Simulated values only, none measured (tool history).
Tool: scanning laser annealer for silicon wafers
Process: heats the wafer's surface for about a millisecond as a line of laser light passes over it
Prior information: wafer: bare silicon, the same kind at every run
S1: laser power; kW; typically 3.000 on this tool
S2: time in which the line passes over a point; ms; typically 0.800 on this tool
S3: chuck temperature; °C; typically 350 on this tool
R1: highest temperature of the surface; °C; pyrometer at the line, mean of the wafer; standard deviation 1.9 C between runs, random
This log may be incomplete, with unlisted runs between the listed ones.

{"run": 1, "hour": 0.0, "S1": 3.0, "S2": 0.8, "S3": 350, "R1": 1106}
{"run": 2, "hour": 17.4, "S1": 3.0, "S2": 0.8, "S3": 350, "R1": 1105}
{"run": 3, "hour": 52.2, "S1": 3.0, "S2": 0.8, "S3": 350, "R1": 1105}
{"run": 4, "hour": 71.4, "S1": 3.0, "S2": 0.8, "S3": 350, "R1": 1104}
{"run": 5, "hour": 90.0, "S1": 3.0, "S2": 0.8, "S3": 350, "R1": 1105}
{"run": 6, "hour": 128.2, "S1": 3.0, "S2": 0.921, "S3": 350, "R1": 1147}
{"run": 7, "hour": 159.3, "S1": 3.0, "S2": 0.921, "S3": 350, "R1": 1147}
{"hour": 182.6, "done": "window over the wafer cleaned"}
{"run": 8, "hour": 186.6, "S1": 3.0, "S2": 0.8, "S3": 350, "R1": 1139}
{"run": 9, "hour": 204.9, "S1": 2.982, "S2": 0.8, "S3": 350, "R1": 1130}
{"run": 10, "hour": 233.2, "S1": 3.0, "S2": 0.8, "S3": 376, "R1": 1155}
{"run": 11, "hour": 252.0, "S1": 2.981, "S2": 0.882, "S3": 376, "R1": 1188}
{"run": 12, "hour": 277.2, "S1": 2.981, "S2": 0.882, "S3": 376, "R1": 1185}
{"run": 13, "hour": 297.9, "S1": 2.981, "S2": 0.882, "S3": 376, "R1": 1184}
{"run": 14, "hour": 320.0, "S1": 2.816, "S2": 0.64, "S3": 317, "R1": 983}
{"run": 15, "hour": 351.4, "S1": 2.913, "S2": 0.72, "S3": 362, "R1": 1084}
{"run": 16, "hour": 380.9, "S1": 3.14, "S2": 0.72, "S3": 346, "R1": 1124}
{"run": 17, "hour": 406.2, "S1": 2.945, "S2": 0.981, "S3": 350, "R1": 1182}

Consider 5 possible next runs. They are alternatives, not a sequence: every one starts from the tool as it was left by run 17. What does each give?
{"run": "A", "hour": 423.1, "S1": 3.114, "S2": 0.981, "S3": 389, "R1": "?"}
{"run": "B", "hour": 423.1, "S1": 3.0, "S2": 0.9, "S3": 350, "R1": "?"}
{"run": "C", "hour": 423.1, "S1": 2.945, "S2": 0.693, "S3": 350, "R1": "?"}
{"run": "D", "hour": 423.1, "S1": 2.605, "S2": 0.815, "S3": 368, "R1": "?"}
{"run": "E", "hour": 423.1, "S1": 2.945, "S2": 0.981, "S3": 380, "R1": "?"}

run=A R1=1268
run=B R1=1165
run=C R1=1068
run=D R1=1052
run=E R1=1212
Stripped of hidden state, with their random variation kept, the same runs would have yielded:
run=A R1=1283
run=B R1=1180
run=C R1=1081
run=D R1=1064
run=E R1=1227
